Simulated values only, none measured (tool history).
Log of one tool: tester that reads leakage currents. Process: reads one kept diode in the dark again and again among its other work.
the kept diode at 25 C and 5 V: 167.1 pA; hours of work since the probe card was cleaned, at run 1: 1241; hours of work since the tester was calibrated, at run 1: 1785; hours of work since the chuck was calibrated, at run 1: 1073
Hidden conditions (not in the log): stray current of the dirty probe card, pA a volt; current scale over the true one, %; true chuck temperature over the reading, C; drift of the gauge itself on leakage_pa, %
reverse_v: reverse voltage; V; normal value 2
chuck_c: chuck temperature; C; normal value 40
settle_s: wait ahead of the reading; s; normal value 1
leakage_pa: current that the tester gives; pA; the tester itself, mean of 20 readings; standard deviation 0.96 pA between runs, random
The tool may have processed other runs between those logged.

run	hour	reverse_v	chuck_c	settle_s	hours of work since the probe card was cleaned	hours of work since the tester was calibrated	hours of work since the chuck was calibrated	leakage_pa
1	0	2	40	1	1241	1785	1073	304.69
2	61.3	2	40	1	1284	1828	1116	303.69
3	180.5	2	40	1	1368	1912	1200	298.43
4	295.4	2	40	1	1449	1992	1281	298.65
# hour 362.3: tester calibrated
5	440.3	2	40	1	1549	55	1382	288.33
6	522.7	2	40	1	1607	113	1440	288.31
7	614.1	1.54	36	6.91	1671	177	1504	189.06
# hour 688.4: chuck's temperature calibrated
8	717.2	3	34	3.29	1742	248	20	215.92
9	848.4	3	34	3.29	1835	340	112	214.43
10	925.8	5.19	40	2.41	1889	395	167	431.51
# hour 1017.9: chuck's temperature calibrated, once more
11	1031.2	1.89	22	0.34	1962	468	9	85.6
12	1156.7	1.34	21	3.52	2050	556	98	64.93

5 options for the next run, each taken on its own from the tool as it stands now. Forecast them:
A	1288.2	6.44	30	1	2143	648	190	?
B	1288.2	5.3	21	0.3	2143	648	190	?
C	1288.2	2	58	1	2143	648	190	?
D	1288.2	8.78	32	1	2143	648	190	?
E	1288.2	1.34	36	3.52	2143	648	190	?

run	leakage_pa
A	284.25
B	135.93
C	1047.13
D	386.82
E	195.52
Had the tool no hidden state, the same runs would have come out as:
run	leakage_pa
A	278.51
B	130.57
C	1049.5
D	378.88
E	195.14
